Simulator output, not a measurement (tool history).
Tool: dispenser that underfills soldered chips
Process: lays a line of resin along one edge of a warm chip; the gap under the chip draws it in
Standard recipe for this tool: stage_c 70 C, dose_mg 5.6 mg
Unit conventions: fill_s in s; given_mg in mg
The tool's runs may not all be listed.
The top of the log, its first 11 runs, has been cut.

run	hour	stage_c	dose_mg	hours of work since the syringe was changed	hours of work since the valve was cleaned	hours of work since the stage was calibrated	fill_s	given_mg
12	69.2	70	5.6	9	57	205	174.7	5.32
# hour 72.8: new syringe of resin
13	76.8	70	4.87	3	63	210	124.1	4.75
# hour 83.2: dispensing valve cleaned and set on the balance
14	84.1	70	5.6	8	1	215	154.3	5.69
# hour 89.5: new syringe of resin
15	90	70	5.6	0	5	220	103.2	5.53
16	94	70	6.12	3	8	223	120.3	6.01
17	99.1	70	5.06	7	12	227	152.5	4.98
# hour 105.2: new syringe of resin
18	105.3	70	5.06	0	17	231	104.8	5
19	113.3	61	5.6	6	23	237	206.2	5.49
20	118.1	70	7.03	10	26	241	174.2	6.89
# hour 120.7: new syringe of resin
21	123.4	60	6.14	2	30	245	159.1	6.03
22	130.8	60	6.14	8	36	250	225.8	5.89
23	135.8	60	6.14	12	40	254	278.3	6.01
# hour 136.6: new syringe of resin
24	139.7	75	5.6	2	42	257	97.8	5.4
25	142.9	69	5.25	5	45	260	140.5	5.12
26	149.6	61	5.1	10	50	265	259.7	4.97
# hour 152.4: new syringe of resin
27	155.7	61	6.97	3	55	269	156.7	6.67
28	159.3	61	6.97	5	57	272	184.8	6.7
29	165.7	61	6.01	10	62	277	253.3	5.74
# hour 168.3: new syringe of resin
# hour 173.5: dispensing valve cleaned and set on the balance
30	174.7	61	5.6	4	1	283	177.8	5.55

What if the next run were any one of these 5? Each begins from the tool's condition after run 30:
A	180.2	59	5.6	8	5	287	?	?
B	180.2	63	7.03	8	5	287	?	?
C	180.2	62	6.73	8	5	287	?	?
D	180.2	84	5.1	8	5	287	?	?
E	180.2	68	5.46	8	5	287	?	?

run	fill_s	given_mg
A	250.9	5.62
B	204.7	7.02
C	212.2	6.61
D	100.2	5.04
E	176.5	5.42
With the hidden condition removed and each run's random variation left untouched, the same runs would have given:
run	fill_s	given_mg
A	149.4	5.65
B	122.2	7.05
C	126.6	6.64
D	60	5.07
E	105.3	5.44
